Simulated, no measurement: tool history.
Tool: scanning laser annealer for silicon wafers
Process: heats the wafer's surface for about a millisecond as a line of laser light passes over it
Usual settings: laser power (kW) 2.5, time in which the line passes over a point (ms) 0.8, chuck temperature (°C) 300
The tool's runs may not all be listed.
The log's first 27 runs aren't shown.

run	hour	laser power (kW)	time in which the line passes over a point (ms)	chuck temperature (°C)	hours of work since the window was cleaned	hours of work since the power meter was calibrated	hours of work since the optics were aligned	highest temperature of the surface (°C)
28	792.3	2.533	0.565	300	873	732	643	935
29	813.2	2.533	0.891	309	884	743	654	1090
# hour 820.8: window over the wafer cleaned
30	852.5	2.52	0.704	306	17	763	673	1012
31	875.8	2.579	0.8	300	29	775	685	1071
32	913.7	2.168	0.632	326	49	795	705	910
33	939.8	2.209	0.8	310	62	808	719	973
34	973.8	2.731	0.8	272	80	826	737	1082
35	999.3	2.731	0.8	272	93	839	750	1081
36	1024	2.731	0.8	272	106	852	763	1077
37	1050.2	2.45	0.932	324	120	866	776	1108
38	1089.6	2.45	0.932	324	140	887	797	1110
39	1107.3	2.45	0.932	324	150	896	806	1105
40	1138.1	2.547	0.854	300	166	912	822	1078
41	1175.7	2.547	0.854	300	185	932	842	1078
42	1208.2	2.547	0.854	313	202	949	859	1089

Forecast each of these 3 alternatives for the next run:
A	1233.1	2.517	0.708	321	215	962	872	?
B	1233.1	2.5	0.727	291	215	962	872	?
C	1233.1	2.55	0.599	319	215	962	872	?

run	highest temperature of the surface (°C)
A	1025
B	997
C	981
Without the tool's hidden state the same runs would have given:
run	highest temperature of the surface (°C)
A	1039
B	1011
C	995
